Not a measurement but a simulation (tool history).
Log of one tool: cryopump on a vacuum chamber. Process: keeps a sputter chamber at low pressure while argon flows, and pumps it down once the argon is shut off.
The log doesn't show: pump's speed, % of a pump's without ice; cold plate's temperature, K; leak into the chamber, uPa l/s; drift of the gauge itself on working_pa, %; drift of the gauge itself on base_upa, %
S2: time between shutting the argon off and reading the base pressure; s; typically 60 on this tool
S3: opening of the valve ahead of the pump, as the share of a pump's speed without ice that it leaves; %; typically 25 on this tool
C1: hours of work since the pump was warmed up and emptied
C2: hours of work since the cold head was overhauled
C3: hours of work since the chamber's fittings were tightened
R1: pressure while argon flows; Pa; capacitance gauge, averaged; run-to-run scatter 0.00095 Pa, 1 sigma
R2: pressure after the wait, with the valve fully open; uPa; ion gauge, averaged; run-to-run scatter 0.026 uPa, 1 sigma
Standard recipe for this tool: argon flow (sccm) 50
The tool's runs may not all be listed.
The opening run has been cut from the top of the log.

run 2 hour=61.7 | argon_flow_(sccm)=50 S2=58 S3=25 | C1=218 C2=1166 C3=1261 | R1=0.2052 R2=1.62
run 3 hour=151.9 | argon_flow_(sccm)=50 S2=58 S3=25 | C1=278 C2=1225 C3=1321 | R1=0.2056 R2=1.57
run 4 hour=214.9 | argon_flow_(sccm)=32 S2=58 S3=25 | C1=319 C2=1266 C3=1362 | R1=0.1320 R2=1.68
run 5 hour=307.4 | argon_flow_(sccm)=50 S2=60 S3=25 | C1=380 C2=1327 C3=1423 | R1=0.2076 R2=1.65
run 6 hour=352.4 | argon_flow_(sccm)=50 S2=60 S3=25 | C1=410 C2=1357 C3=1453 | R1=0.2065 R2=1.71
run 7 hour=412.9 | argon_flow_(sccm)=50 S2=60 S3=25 | C1=449 C2=1397 C3=1493 | R1=0.2060 R2=1.70
run 8 hour=474.7 | argon_flow_(sccm)=50 S2=60 S3=25 | C1=490 C2=1438 C3=1533 | R1=0.2081 R2=1.66
run 9 hour=520.9 | argon_flow_(sccm)=50 S2=62 S3=25 | C1=520 C2=1468 C3=1564 | R1=0.2069 R2=1.73
run 10 hour=609.9 | argon_flow_(sccm)=50 S2=62 S3=25 | C1=579 C2=1526 C3=1622 | R1=0.2080 R2=1.81
run 11 hour=701.7 | argon_flow_(sccm)=50 S2=62 S3=25 | C1=639 C2=1587 C3=1683 | R1=0.2093 R2=1.80
run 12 hour=774.6 | argon_flow_(sccm)=50 S2=62 S3=25 | C1=687 C2=1635 C3=1731 | R1=0.2091 R2=1.78
run 13 hour=853.0 | argon_flow_(sccm)=50 S2=62 S3=25 | C1=739 C2=1687 C3=1782 | R1=0.2099 R2=1.87
run 14 hour=933.8 | argon_flow_(sccm)=50 S2=62 S3=25 | C1=792 C2=1740 C3=1836 | R1=0.2109 R2=1.87
run 15 hour=1000.3 | argon_flow_(sccm)=50 S2=62 S3=25 | C1=836 C2=1783 C3=1879 | R1=0.2105 R2=1.84
run 16 hour=1040.0 | argon_flow_(sccm)=50 S2=60 S3=25 | C1=862 C2=1810 C3=1905 | R1=0.2108 R2=2.01

Run 17, settings as shown, results not yet in. Your forecast:
run 17 hour=1124.4 | argon_flow_(sccm)=50 S2=60 S3=25 | C1=918 C2=1865 C3=1961 | R1=? R2=?

R1: 0.2138 Pa
R2: 1.96 uPa
If the tool had no hidden condition, the same run with the same run-to-run variation would have returned R1 0.2035 Pa, R2 1.05 uPa.
